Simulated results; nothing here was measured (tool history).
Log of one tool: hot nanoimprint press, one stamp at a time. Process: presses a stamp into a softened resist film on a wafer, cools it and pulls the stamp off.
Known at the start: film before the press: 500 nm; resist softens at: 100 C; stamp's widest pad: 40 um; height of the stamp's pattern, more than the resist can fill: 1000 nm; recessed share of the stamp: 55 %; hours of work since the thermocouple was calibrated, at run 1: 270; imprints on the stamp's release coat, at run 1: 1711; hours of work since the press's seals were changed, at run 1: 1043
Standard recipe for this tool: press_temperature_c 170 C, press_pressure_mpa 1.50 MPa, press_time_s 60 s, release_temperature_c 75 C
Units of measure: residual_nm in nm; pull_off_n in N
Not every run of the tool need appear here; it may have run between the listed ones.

| run | hour | press_temperature_c | press_pressure_mpa | press_time_s | release_temperature_c | hours of work since the thermocouple was calibrated | imprints on the stamp's release coat | hours of work since the press's seals were changed | residual_nm | pull_off_n |
|---|---|---|---|---|---|---|---|---|---|---|
| 1 | 0.0 | 170 | 1.50 | 60 | 75 | 270 | 1711 | 1043 | 243.1 | 210 |
|  | 31.9 | stamp cleaned and given a new release coat |
| 2 | 42.0 | 170 | 1.50 | 60 | 75 | 298 | 32 | 1071 | 242.7 | 173 |
|  | 63.1 | plate thermocouple calibrated |
| 3 | 63.1 | 170 | 1.20 | 60 | 75 | 0 | 91 | 1085 | 274.3 | 186 |
| 4 | 86.2 | 162 | 1.50 | 60 | 75 | 18 | 165 | 1103 | 313.2 | 185 |
| 5 | 111.3 | 162 | 1.50 | 60 | 75 | 37 | 246 | 1123 | 313.5 | 186 |
| 6 | 145.2 | 179 | 1.50 | 60 | 75 | 64 | 355 | 1149 | 194.2 | 189 |
| 7 | 173.0 | 179 | 1.50 | 60 | 75 | 85 | 445 | 1170 | 193.6 | 189 |
| 8 | 191.3 | 166 | 1.50 | 60 | 75 | 100 | 504 | 1185 | 280.5 | 201 |
|  | 214.7 | press's hydraulic seals changed and the load cell set to zero |
| 9 | 224.7 | 164 | 1.50 | 60 | 75 | 119 | 586 | 8 | 284.5 | 191 |
| 10 | 248.9 | 164 | 1.50 | 60 | 75 | 138 | 663 | 27 | 283.3 | 199 |
| 11 | 282.7 | 169 | 1.50 | 35 | 75 | 164 | 772 | 53 | 292.1 | 187 |
| 12 | 313.0 | 181 | 1.03 | 53 | 69 | 188 | 870 | 76 | 219.5 | 229 |
| 13 | 333.8 | 176 | 1.47 | 104 | 75 | 204 | 937 | 93 | 162.2 | 203 |
| 14 | 373.8 | 176 | 1.47 | 104 | 75 | 235 | 1066 | 124 | 162.5 | 200 |
| 15 | 396.0 | 176 | 1.47 | 104 | 75 | 252 | 1137 | 141 | 161.9 | 200 |

Predict each of these 3 candidate next runs independently; none follows another, all start after run 15:
| A | 440.0 | 176 | 1.47 | 104 | 81 | 286 | 1279 | 175 | ? | ? |
| B | 440.0 | 174 | 1.50 | 60 | 60 | 286 | 1279 | 175 | ? | ? |
| C | 440.0 | 176 | 1.00 | 104 | 75 | 286 | 1279 | 175 | ? | ? |

| run | residual_nm | pull_off_n |
|---|---|---|
| A | 161.3 | 169 |
| B | 210.7 | 288 |
| C | 195.7 | 201 |
Had the tool no hidden state, the same runs would have come out as:
| run | residual_nm | pull_off_n |
|---|---|---|
| A | 164.8 | 152 |
| B | 215.1 | 255 |
| C | 200.2 | 180 |
